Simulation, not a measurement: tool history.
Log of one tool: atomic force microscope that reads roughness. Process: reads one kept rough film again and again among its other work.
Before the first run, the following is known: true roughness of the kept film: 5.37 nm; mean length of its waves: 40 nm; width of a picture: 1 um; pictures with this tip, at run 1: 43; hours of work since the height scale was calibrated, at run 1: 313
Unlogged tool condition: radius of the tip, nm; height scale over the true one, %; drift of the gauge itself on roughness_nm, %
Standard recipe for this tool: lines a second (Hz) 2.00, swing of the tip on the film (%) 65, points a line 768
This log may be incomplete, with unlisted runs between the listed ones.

run	day	lines a second (Hz)	swing of the tip on the film (%)	points a line	pictures with this tip	hours of work since the height scale was calibrated	roughness of the kept film (nm (root mean square))
1	0.000	2.00	65	768	43	313	3.917
2	2.933	2.00	65	768	144	352	3.357
3	4.346	2.00	65	768	192	370	3.086
# day 5.846: new tip fitted
4	6.946	2.00	65	768	38	404	4.041
5	9.971	0.96	65	768	142	444	3.555
6	11.388	0.96	65	768	190	462	3.321
# day 12.979: new tip fitted
7	13.625	3.12	65	768	23	491	4.017
8	14.892	3.12	65	768	66	508	3.733
9	17.058	3.12	65	768	141	536	3.320
10	19.779	3.12	65	768	234	572	2.959
# day 20.071: new tip fitted
11	22.658	2.00	65	566	88	609	3.748
12	25.404	2.00	65	768	183	645	3.219
13	26.946	2.00	65	768	236	665	3.010
# day 27.217: new tip fitted
14	29.929	2.00	62	768	94	704	3.709
15	32.212	2.00	62	768	172	734	3.299
16	34.133	2.00	61	279	238	759	3.031
# day 34.304: new tip fitted
17	36.917	0.97	61	279	90	795	3.857
18	38.946	1.60	60	1014	160	822	3.436
# day 41.333: new tip fitted
19	41.629	2.49	60	735	11	857	4.237
20	44.188	2.49	60	735	98	890	3.657
21	45.804	2.50	65	672	154	912	3.258
# day 48.350: new tip fitted
22	48.788	2.50	65	672	15	950	4.151
23	51.338	2.90	82	951	103	984	3.018
24	52.958	0.93	65	906	158	1005	3.523
25	54.808	0.93	65	906	222	1029	3.236

Forecast each of these 3 alternatives for the next run:
# day 55.458: new tip fitted
A	57.675	0.62	84	426	76	1066	?
# day 55.458: new tip fitted
B	57.675	2.79	65	345	76	1066	?
# day 55.458: new tip fitted
C	57.675	2.00	65	366	76	1066	?

run	roughness of the kept film (nm (root mean square))
A	3.782
B	3.634
C	3.741
What these runs would have given with no unlogged condition in the tool:
run	roughness of the kept film (nm (root mean square))
A	4.376
B	4.205
C	4.329

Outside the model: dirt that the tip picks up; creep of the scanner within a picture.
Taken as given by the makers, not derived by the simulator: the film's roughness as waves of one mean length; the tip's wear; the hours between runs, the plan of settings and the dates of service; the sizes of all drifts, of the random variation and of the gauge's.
